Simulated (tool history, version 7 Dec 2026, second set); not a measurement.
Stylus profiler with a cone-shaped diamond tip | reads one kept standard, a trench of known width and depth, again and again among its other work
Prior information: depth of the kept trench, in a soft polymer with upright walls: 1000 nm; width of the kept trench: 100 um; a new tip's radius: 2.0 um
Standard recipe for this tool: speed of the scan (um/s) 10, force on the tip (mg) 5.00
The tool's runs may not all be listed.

run     day  speed of the scan (um/s)  force on the tip (mg)  depth of the trench (angstrom)  width of the trench's floor (µm)
  1   0.000                        10                   5.00                         10155.9                             96.48
  2   0.629                        10                   5.00                         10155.1                             96.49
  3   1.138                        10                   5.00                         10152.4                             96.54
  4   1.725                        10                   5.00                         10152.2                             96.45
  5   2.158                        10                   5.00                         10154.8                             96.48
  6   2.954                        10                   5.00                         10156.3                             96.46
  7   3.479                        10                   5.00                         10154.4                             96.54
  8   4.225                        10                   5.00                         10153.0                             96.47
  9   4.875                        10                   5.00                         10155.5                             96.49
 10   5.604                        10                   5.00                         10153.5                             96.51
 11   6.238                        10                   5.00                         10149.1                             96.48
 12   6.746                        10                   5.00                         10154.4                             96.50
 13   7.521                        10                   5.00                         10151.8                             96.53
 14   7.938                        10                   7.79                         10204.3                             96.46
 15   8.600                        10                   8.12                         10212.7                             96.54
 16   9.375                        10                   8.93                         10226.3                             96.53
 17   9.817                         3                   5.00                         10152.7                             96.51
 18  10.342                        10                   5.00                         10151.7                             96.52
 19  10.917                        14                   5.00                         10152.3                             96.44
 20  11.562                        14                   5.00                         10151.8                             96.43
 21  12.108                         4                   5.00                         10152.1                             96.54
 22  12.771                         4                   5.00                         10154.1                             96.54
 23  13.183                         4                   5.00                         10154.1                             96.52
 24  13.775                         4                   5.00                         10153.1                             96.55
 25  14.154                        10                   3.87                         10128.3                             96.41
 26  14.738                        10                   3.87                         10129.9                             96.50
 27  15.458                        21                   3.87                         10129.4                             96.39
 28  16.092                        21                   3.87                         10130.6                             96.45
 29  16.412                        14                   2.49                         10094.0                             96.44
 30  16.942                         8                   2.63                         10099.2                             96.47
 31  17.429                         8                   2.63                         10101.3                             96.48
 32  17.942                         4                   5.00                         10155.6                             96.52
 33  18.621                         3                   2.58                         10099.0                             96.51
 34  18.975                        10                   2.40                         10095.7                             96.47
 35  19.471                        12                   6.69                         10185.1                             96.48
 36  19.946                         9                   2.46                         10096.2                             96.52
 37  20.742                        23                   5.82                         10172.1                             96.39
 38  21.296                         8                   9.97                         10247.0                             96.50
 39  22.021                         8                   6.13                         10176.9                             96.48
 40  22.488                        31                   6.92                         10190.5                             96.37
 41  23.175                         8                   5.29                         10160.3                             96.52
 42  23.846                        10                   9.42                         10234.9                             96.51
 43  24.379                        31                   7.68                         10203.9                             96.46
 44  24.729                        14                   7.68                         10203.1                             96.42
 45  25.154                        14                   7.68                         10202.3                             96.52

Run 46 has not been measured yet. What should we expect?
 46  25.821                        10                  10.39                               ?                                 ?

{"run 46": {"depth of the trench (angstrom)": 10250.7, "width of the trench's floor (µm)": 96.51}}
If the tool had no hidden condition, the same run with the same run-to-run variation would have returned depth of the trench (angstrom) 10250.7, width of the trench's floor (µm) 96.52.
